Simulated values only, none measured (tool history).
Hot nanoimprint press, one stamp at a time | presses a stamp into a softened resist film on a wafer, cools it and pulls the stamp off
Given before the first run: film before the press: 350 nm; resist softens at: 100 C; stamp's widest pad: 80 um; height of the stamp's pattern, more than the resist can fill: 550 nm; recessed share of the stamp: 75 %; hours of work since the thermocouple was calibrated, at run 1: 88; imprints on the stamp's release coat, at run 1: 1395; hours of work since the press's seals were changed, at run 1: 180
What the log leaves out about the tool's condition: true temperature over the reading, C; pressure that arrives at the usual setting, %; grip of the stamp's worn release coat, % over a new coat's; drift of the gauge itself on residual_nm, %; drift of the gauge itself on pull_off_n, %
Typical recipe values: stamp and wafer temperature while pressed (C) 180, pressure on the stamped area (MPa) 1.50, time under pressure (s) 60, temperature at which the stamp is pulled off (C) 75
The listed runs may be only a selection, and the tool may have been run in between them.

run   hour  stamp and wafer temperature while pressed (C)  pressure on the stamped area (MPa)  time under pressure (s)  temperature at which the stamp is pulled off (C)  hours of work since the thermocouple was calibrated  imprints on the stamp's release coat  hours of work since the press's seals were changed  resist left under the stamp's widest pad (Å)  greatest force while the stamp is pulled off (N)
  1    0.0                                            180                                1.50                       60                                                75                                                   88                                  1395                                                 180                                          1468                                               311
  2   15.4                                            180                                2.24                       60                                                75                                                   96                                  1450                                                 188                                          1162                                               322
  3   30.0                                            180                                2.24                       60                                                75                                                  104                                  1502                                                 195                                          1159                                               329
  4   40.7                                            180                                2.24                       60                                                75                                                  109                                  1540                                                 201                                          1168                                               322
  5   54.3                                            180                                1.50                       60                                                75                                                  117                                  1588                                                 208                                          1478                                               326
  6   61.6                                            186                                1.50                       60                                                75                                                  120                                  1614                                                 212                                          1184                                               324
      73.0  -- stamp cleaned and given a new release coat
  7   79.4                                            186                                1.50                       60                                                75                                                  126                                    23                                                 218                                          1184                                               201
  8   89.6                                            186                                1.50                       60                                                75                                                  132                                    59                                                 223                                          1181                                               196
  9   98.1                                            180                                1.50                      108                                                75                                                  136                                    90                                                 228                                          1203                                               210
 10  110.4                                            180                                1.50                       68                                                75                                                  143                                   133                                                 234                                          1412                                               205
     114.0  -- plate thermocouple calibrated
 11  129.1                                            180                                1.50                       68                                                75                                                    8                                   189                                                 242                                          1400                                               202
 12  137.1                                            180                                1.50                       60                                                73                                                   12                                   217                                                 246                                          1450                                               224
 13  151.4                                            180                                1.50                       60                                                75                                                   19                                   268                                                 254                                          1449                                               209
 14  162.4                                            180                                0.91                       60                                                75                                                   25                                   307                                                 260                                          1897                                               224
 15  175.0                                            180                                0.91                       60                                                75                                                   32                                   352                                                 266                                          1914                                               225
     183.3  -- plate thermocouple calibrated, once more
 16  191.1                                            183                                1.91                       61                                                81                                                    4                                   399                                                 273                                          1150                                               191
 17  200.2                                            183                                0.90                       61                                                81                                                    9                                   431                                                 278                                          1780                                               196
 18  212.4                                            191                                1.50                      104                                                71                                                   15                                   474                                                 284                                           838                                               257
 19  225.3                                            175                                1.91                       91                                                75                                                   22                                   520                                                 291                                          1355                                               240
 20  233.0                                            180                                2.26                       60                                                66                                                   26                                   547                                                 295                                          1176                                               282
 21  240.5                                            180                                1.42                       68                                                75                                                   30                                   574                                                 299                                          1478                                               229
 22  254.5                                            180                                1.42                       68                                                75                                                   37                                   624                                                 306                                          1483                                               242
 23  263.7                                            180                                2.39                       60                                                63                                                   42                                   657                                                 311                                          1133                                               324
 24  278.6                                            171                                1.51                       42                                                67                                                   50                                   710                                                 318                                          2244                                               303
 25  289.6                                            171                                1.51                       87                                                64                                                   55                                   749                                                 324                                          1834                                               316
 26  301.0                                            171                                1.51                       87                                                64                                                   61                                   789                                                 330                                          1839                                               334
 27  309.8                                            186                                1.46                       33                                                73                                                   66                                   821                                                 335                                          1478                                               278
 28  322.8                                            180                                1.32                       60                                                71                                                   72                                   867                                                 341                                          1578                                               285
 29  334.7                                            172                                1.03                       54                                                74                                                   79                                   909                                                 348                                          2431                                               274
 30  350.2                                            172                                1.86                       54                                                77                                                   87                                   964                                                 356                                          1822                                               259

Below are 3 alternative next runs, each starting from the tool's condition after run 30. Predict each:
  A  358.9                                            185                                1.50                       60                                                81                                                   91                                   995                                                 360                                             ?                                                 ?
  B  358.9                                            172                                1.86                       54                                                62                                                   91                                   995                                                 360                                             ?                                                 ?
  C  358.9                                            180                                1.36                      106                                                75                                                   91                                   995                                                 360                                             ?                                                 ?

run  resist left under the stamp's widest pad (Å)  greatest force while the stamp is pulled off (N)
  A                                          1229                                               229
  B                                          1824                                               363
  C                                          1283                                               276
Stripped of hidden state, with their random variation kept, the same runs would have yielded:
run  resist left under the stamp's widest pad (Å)  greatest force while the stamp is pulled off (N)
  A                                          1239                                               162
  B                                          1838                                               256
  C                                          1294                                               194
